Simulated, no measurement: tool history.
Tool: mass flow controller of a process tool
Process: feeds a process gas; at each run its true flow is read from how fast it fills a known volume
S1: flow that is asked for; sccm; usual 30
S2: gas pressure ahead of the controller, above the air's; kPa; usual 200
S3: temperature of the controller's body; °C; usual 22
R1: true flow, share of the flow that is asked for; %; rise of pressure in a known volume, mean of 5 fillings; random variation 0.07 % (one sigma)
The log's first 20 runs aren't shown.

run    hour   S1   S2  S3      R1
 21  1407.9   11  177  28   98.40
 22  1488.7   11  177  28   98.28
 23  1553.6   11  177  28   98.40
 24  1621.8   30  148  30   98.85
 25  1704.0   11  200  29   98.43
 26  1754.5   11  200  29   98.49
 27  1829.2   78  200  21   99.17
 28  1898.6   24  200  23   98.10
 29  1950.6   50  238  22   98.76
 30  2007.5   18  175  23   97.93
 31  2077.8   30  200  25   98.49
 32  2148.0   15  203  30   98.74
 33  2208.1   15  203  30   98.74
 34  2266.9   15  203  30   98.48
 35  2311.0   74  197  33  100.09
 36  2365.0  100  215  38  101.30
 37  2426.9   20  264  23   98.12

4 ways to go on from here, each from the tool as it stands after run 37. What would each give?
  A  2516.1  20  264  20   ?
  B  2516.1  22  277  24   ?
  C  2516.1  20  264  20   ?
  D  2516.1  45  142  39   ?

run      R1
  A   97.82
  B   98.32
  C   97.84
  D  100.01
Without the tool's hidden state the same runs would have given:
run      R1
  A   97.83
  B   98.33
  C   97.85
  D  100.02
